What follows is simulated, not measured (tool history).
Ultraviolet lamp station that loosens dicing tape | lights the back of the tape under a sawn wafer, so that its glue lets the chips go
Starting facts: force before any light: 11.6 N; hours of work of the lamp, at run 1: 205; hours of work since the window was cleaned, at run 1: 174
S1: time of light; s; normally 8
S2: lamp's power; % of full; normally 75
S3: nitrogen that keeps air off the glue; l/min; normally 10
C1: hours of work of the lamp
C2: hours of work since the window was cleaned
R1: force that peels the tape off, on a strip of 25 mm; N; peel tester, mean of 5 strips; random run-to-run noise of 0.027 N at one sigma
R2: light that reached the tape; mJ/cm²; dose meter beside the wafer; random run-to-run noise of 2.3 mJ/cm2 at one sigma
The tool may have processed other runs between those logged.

run	hour	S1	S2	S3	C1	C2	R1	R2
1	0.0	8	75	10	205	174	1.650	180
2	5.4	8	75	10	209	178	1.643	182
3	10.2	8	75	10	212	180	1.632	183
4	21.6	8	75	10	218	187	1.658	185
5	32.5	8	75	10	225	194	1.696	183
6	38.3	8	75	10	229	198	1.664	179
7	44.8	8	75	10	233	202	1.683	184
8	53.2	8	78	10	238	207	1.597	185
9	57.8	8	78	10	241	210	1.560	185
10	63.3	8	75	10	244	213	1.682	176
11	74.6	8	75	10	251	220	1.700	178
12	82.7	8	75	10	256	225	1.706	177
13	93.6	8	75	10	262	231	1.759	175
14	102.8	8	75	10	268	237	1.766	174
15	112.5	8	75	10	274	243	1.720	175
16	122.4	8	75	10	280	249	1.780	178

Expected results for the next run?
17	129.5	16	75	10	284	253	?	?

Run 17 came out at R1 0.418 N, R2 348 mJ/cm².
With the hidden condition absent and the run-to-run variation left alone, this run would have shown R1 0.307 N, R2 414 mJ/cm².

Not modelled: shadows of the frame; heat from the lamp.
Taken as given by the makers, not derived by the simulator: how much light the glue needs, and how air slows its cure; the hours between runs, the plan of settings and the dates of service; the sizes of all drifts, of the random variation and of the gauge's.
